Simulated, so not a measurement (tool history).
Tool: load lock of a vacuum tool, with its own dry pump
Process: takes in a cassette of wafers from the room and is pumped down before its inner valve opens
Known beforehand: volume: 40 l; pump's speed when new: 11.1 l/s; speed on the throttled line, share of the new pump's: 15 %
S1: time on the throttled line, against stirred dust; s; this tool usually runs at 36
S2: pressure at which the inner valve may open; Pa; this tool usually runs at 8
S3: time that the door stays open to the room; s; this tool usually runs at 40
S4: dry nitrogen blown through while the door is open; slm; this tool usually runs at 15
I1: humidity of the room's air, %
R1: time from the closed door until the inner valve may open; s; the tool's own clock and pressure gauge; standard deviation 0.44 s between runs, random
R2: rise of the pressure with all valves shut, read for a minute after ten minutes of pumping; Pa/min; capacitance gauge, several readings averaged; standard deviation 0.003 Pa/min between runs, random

Run 1, day 0: usual settings; I1 48.5. Result: R1 67.3 s, R2 0.11 Pa/min.
Run 2, day 17.462: usual settings; I1 45.1. Result: R1 68 s, R2 0.121 Pa/min.
Run 3, day 33.458: usual settings; I1 44.5. Result: R1 68.5 s, R2 0.139 Pa/min.
Run 4, day 54.292: usual settings; I1 42.2. Result: R1 69.1 s, R2 0.153 Pa/min.
Run 5, day 73.721: usual settings but S2 7 Pa; I1 46.7. Result: R1 69.6 s, R2 0.181 Pa/min.
Run 6, day 84.312: usual settings but S2 10 Pa; I1 45.6. Result: R1 68.6 s, R2 0.187 Pa/min.
Run 7, day 103.733: usual settings but S1 31 s; I1 43. Result: R1 65.9 s, R2 0.212 Pa/min.
Run 8, day 117.35: usual settings but S1 31 s, S3 37 s; I1 45.7. Result: R1 66 s, R2 0.229 Pa/min.
Run 9, day 127.242: usual settings; I1 45.8. Result: R1 70.5 s, R2 0.234 Pa/min.
Run 10, day 145.596: usual settings; I1 46.8. Result: R1 71.8 s, R2 0.262 Pa/min.
Run 11, day 166.362: usual settings; I1 44.8. Result: R1 71.4 s, R2 0.294 Pa/min.
Run 12, day 175.683: usual settings; I1 43.6. Result: R1 72.3 s, R2 0.296 Pa/min.
Run 13, day 194.1: usual settings but S3 61 s; I1 46. Result: R1 71.8 s, R2 0.33 Pa/min.
Run 14, day 214.217: usual settings but S2 6 Pa, S3 61 s; I1 44.2. Result: R1 74.1 s, R2 0.362 Pa/min.
Run 15, day 226.254: usual settings but S1 20 s; I1 45. Result: R1 60.2 s, R2 0.375 Pa/min.
Run 16, day 239.471: usual settings but S1 26 s; I1 45.5. Result: R1 65.9 s, R2 0.397 Pa/min.
Run 17, day 251.417: usual settings but S1 26 s; I1 45.9. Result: R1 66.6 s, R2 0.411 Pa/min.
Run 18, day 268.575: usual settings but S1 26 s; I1 43.6. Result: R1 66.8 s, R2 0.442 Pa/min.
At day 280.558: dry pump taken out, an overhauled one fitted.
Run 19, day 281.112: usual settings but S1 26 s; I1 43.6. Result: R1 57.1 s, R2 0.461 Pa/min.
Run 20, day 294.567: usual settings but S3 143 s; I1 44.4. Result: R1 66.1 s, R2 0.499 Pa/min.
Run 21, day 306.596: usual settings but S1 41 s, S3 133 s; I1 45. Result: R1 69.5 s, R2 0.52 Pa/min.
At day 308.538: door's seal changed, seat wiped.
Run 22, day 317.121: usual settings but S1 41 s, S3 133 s; I1 46.6. Result: R1 69.9 s, R2 0.03 Pa/min.
Run 23, day 338.067: usual settings but S1 41 s, S3 133 s; I1 45.2. Result: R1 70.7 s, R2 0.043 Pa/min.
Run 24, day 357.733: usual settings but S1 70 s, S3 120 s; I1 43.7. Result: R1 95.2 s, R2 0.048 Pa/min.
Run 25, day 367.267: usual settings but S1 70 s, S3 120 s; I1 45.9. Result: R1 95.6 s, R2 0.05 Pa/min.
Run 26, day 383.008: usual settings but S1 70 s, S2 9 Pa, S3 120 s, S4 7 slm; I1 43.4. Result: R1 95.4 s, R2 0.073 Pa/min.
Run 27, day 395.754: usual settings but S2 9 Pa, S3 44 s, S4 16 slm; I1 46.7. Result: R1 66.8 s, R2 0.057 Pa/min.
Run 28, day 411.992: usual settings but S2 9 Pa, S3 44 s, S4 16 slm; I1 47.5. Result: R1 66.9 s, R2 0.069 Pa/min.
Run 29, day 423.308: usual settings but S3 31 s, S4 13 slm; I1 43.4. Result: R1 68.8 s, R2 0.077 Pa/min.
Run 30, day 439.612: usual settings but S3 31 s, S4 13 slm; I1 41.2. Result: R1 69 s, R2 0.082 Pa/min.
Run 31, day 449.417: usual settings but S3 151 s, S4 9 slm; I1 46.6. Result: R1 69.1 s, R2 0.121 Pa/min.
Run 32, day 462.696: usual settings but S2 11 Pa, S3 36 s; I1 45.7. Result: R1 67.3 s, R2 0.098 Pa/min.
Run 33, day 472.154: usual settings but S2 11 Pa, S3 36 s; I1 43.6. Result: R1 68.1 s, R2 0.105 Pa/min.
Run 34, day 488.829: usual settings but S1 31 s, S4 20 slm; I1 45.2. Result: R1 66 s, R2 0.111 Pa/min.
Run 35, day 501.908: usual settings but S1 31 s, S3 29 s, S4 28 slm; I1 48.1. Result: R1 66.1 s, R2 0.124 Pa/min.
Run 36, day 520.675: usual settings but S4 22 slm; I1 43.3. Result: R1 70.6 s, R2 0.145 Pa/min.
Run 37, day 539.979: usual settings but S3 77 s; I1 41.4. Result: R1 71.8 s, R2 0.174 Pa/min.
Run 38, day 551.008: usual settings but S3 77 s; I1 47.6. Result: R1 72.1 s, R2 0.183 Pa/min.

Each row is a separate what-if for the run after 38, all from the same tool condition, not one after another. Results?
Run A, day 563.708: usual settings but S2 12 Pa, S3 77 s; I1 43.8. Result: R1 ?, R2 ?.
Run B, day 563.708: usual settings but S1 40 s, S3 52 s; I1 45.1. Result: R1 ?, R2 ?.
Run C, day 563.708: usual settings but S2 11 Pa, S3 68 s, S4 6 slm; I1 44.9. Result: R1 ?, R2 ?.

run    R1     R2
  A    70  0.199
  B  75.3  0.193
  C  70.5  0.208
Without the tool's hidden state the same runs would have given:
run    R1     R2
  A  63.5  0.024
  B  68.6  0.017
  C  63.9  0.036
